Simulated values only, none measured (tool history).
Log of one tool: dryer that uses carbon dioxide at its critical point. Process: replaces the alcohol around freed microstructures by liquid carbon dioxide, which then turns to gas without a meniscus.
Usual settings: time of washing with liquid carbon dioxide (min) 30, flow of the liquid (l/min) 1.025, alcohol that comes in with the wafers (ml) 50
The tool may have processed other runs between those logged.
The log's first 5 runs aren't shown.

run	hour	time of washing with liquid carbon dioxide (min)	flow of the liquid (l/min)	alcohol that comes in with the wafers (ml)	hours of work since the filter was changed	hours of work since the purifier's bed was changed	alcohol left in the vessel before it's heated (ppm by volume)
6	94.8	30	1.025	89	203	167	159
7	108.3	30	1.025	50	209	172	118
8	127.0	30	1.025	50	217	180	127
9	143.5	30	1.025	50	223	187	119
10	162.4	30	1.025	50	231	195	125
11	180.6	30	1.025	50	239	202	131
12	209.9	30	1.025	50	251	215	117
13	234.0	30	1.025	50	261	225	130
14	263.8	30	0.850	50	274	237	223
15	291.8	30	0.850	50	285	249	229
16	304.0	28	1.030	77	290	254	219
17	330.0	28	1.030	77	301	265	213
18	348.1	30	1.025	24	309	272	115
19	373.8	28	0.670	50	319	283	620
20	403.5	35	0.670	20	332	295	191
21	430.9	35	0.670	20	343	307	184
22	446.1	35	1.390	28	349	313	99
23	459.7	28	1.000	22	355	319	153
24	478.9	47	1.680	24	363	327	95
25	498.3	47	1.680	24	371	335	105
26	519.4	30	1.025	46	380	344	168
27	539.0	36	1.600	78	388	352	118
28	552.8	36	1.600	78	394	357	107
29	580.3	36	1.020	99	405	369	165
30	600.9	36	1.020	99	414	377	162

5 ways to go on from here, each from the tool as it stands after run 30. What would each give?
# hour 625.0: inlet filter changed
A	630.5	40	1.025	50	2	389	?
# hour 625.0: inlet filter changed
B	630.5	43	1.010	102	2	389	?
# hour 625.0: inlet filter changed
C	630.5	38	0.650	50	2	389	?
# hour 625.0: inlet filter changed
D	630.5	31	1.020	99	2	389	?
# hour 625.0: inlet filter changed
E	630.5	36	1.020	36	2	389	?

run	alcohol left in the vessel before it's heated (ppm by volume)
A	122
B	136
C	283
D	208
E	133
Take away the tool's hidden state, keep each run's random variation, and the runs would have read:
run	alcohol left in the vessel before it's heated (ppm by volume)
A	7
B	22
C	167
D	96
E	19
